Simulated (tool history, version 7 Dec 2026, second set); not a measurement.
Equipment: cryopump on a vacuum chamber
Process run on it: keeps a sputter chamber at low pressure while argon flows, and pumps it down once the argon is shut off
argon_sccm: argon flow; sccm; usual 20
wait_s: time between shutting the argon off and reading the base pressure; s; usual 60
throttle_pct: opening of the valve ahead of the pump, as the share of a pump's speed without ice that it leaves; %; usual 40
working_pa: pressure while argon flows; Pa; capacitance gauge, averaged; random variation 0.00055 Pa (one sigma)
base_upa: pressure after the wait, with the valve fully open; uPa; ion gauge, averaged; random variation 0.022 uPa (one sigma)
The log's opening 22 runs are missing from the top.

{"run": 23, "day": 24.475, "argon_sccm": 20, "wait_s": 119, "throttle_pct": 43, "working_pa": 0.0559, "base_upa": 0.96}
{"run": 24, "day": 25.833, "argon_sccm": 20, "wait_s": 119, "throttle_pct": 43, "working_pa": 0.0572, "base_upa": 0.96}
{"run": 25, "day": 26.571, "argon_sccm": 22, "wait_s": 83, "throttle_pct": 42, "working_pa": 0.0639, "base_upa": 1.07}
{"run": 26, "day": 27.521, "argon_sccm": 15, "wait_s": 244, "throttle_pct": 47, "working_pa": 0.0397, "base_upa": 0.85}
{"run": 27, "day": 29.129, "argon_sccm": 14, "wait_s": 79, "throttle_pct": 47, "working_pa": 0.0362, "base_upa": 1.06}
{"run": 28, "day": 30.242, "argon_sccm": 14, "wait_s": 79, "throttle_pct": 47, "working_pa": 0.036, "base_upa": 1.12}
{"run": 29, "day": 31.35, "argon_sccm": 14, "wait_s": 79, "throttle_pct": 47, "working_pa": 0.0369, "base_upa": 1.16}
{"run": 30, "day": 32.442, "argon_sccm": 29, "wait_s": 291, "throttle_pct": 56, "working_pa": 0.0644, "base_upa": 0.95}
{"run": 31, "day": 34.112, "argon_sccm": 20, "wait_s": 126, "throttle_pct": 18, "working_pa": 0.1304, "base_upa": 1.07}
{"run": 32, "day": 35.871, "argon_sccm": 20, "wait_s": 59, "throttle_pct": 38, "working_pa": 0.0645, "base_upa": 1.33}
{"run": 33, "day": 37.329, "argon_sccm": 10, "wait_s": 85, "throttle_pct": 20, "working_pa": 0.0594, "base_upa": 1.24}

Consider 4 possible next runs. They are alternatives, not a sequence: every one starts from the tool as it was left by run 33. What does each give?
{"run": "A", "day": 38.792, "argon_sccm": 19, "wait_s": 60, "throttle_pct": 40, "working_pa": "?", "base_upa": "?"}
{"run": "B", "day": 38.792, "argon_sccm": 20, "wait_s": 57, "throttle_pct": 43, "working_pa": "?", "base_upa": "?"}
{"run": "C", "day": 38.792, "argon_sccm": 12, "wait_s": 191, "throttle_pct": 40, "working_pa": "?", "base_upa": "?"}
{"run": "D", "day": 38.792, "argon_sccm": 12, "wait_s": 26, "throttle_pct": 55, "working_pa": "?", "base_upa": "?"}

run=A working_pa=0.0587 base_upa=1.32
run=B working_pa=0.0577 base_upa=1.35
run=C working_pa=0.0361 base_upa=1.08
run=D working_pa=0.0276 base_upa=1.78
Had the tool no hidden state, the same runs would have come out as:
run=A working_pa=0.0544 base_upa=0.55
run=B working_pa=0.0531 base_upa=0.56
run=C working_pa=0.0334 base_upa=0.33
run=D working_pa=0.0249 base_upa=1.01

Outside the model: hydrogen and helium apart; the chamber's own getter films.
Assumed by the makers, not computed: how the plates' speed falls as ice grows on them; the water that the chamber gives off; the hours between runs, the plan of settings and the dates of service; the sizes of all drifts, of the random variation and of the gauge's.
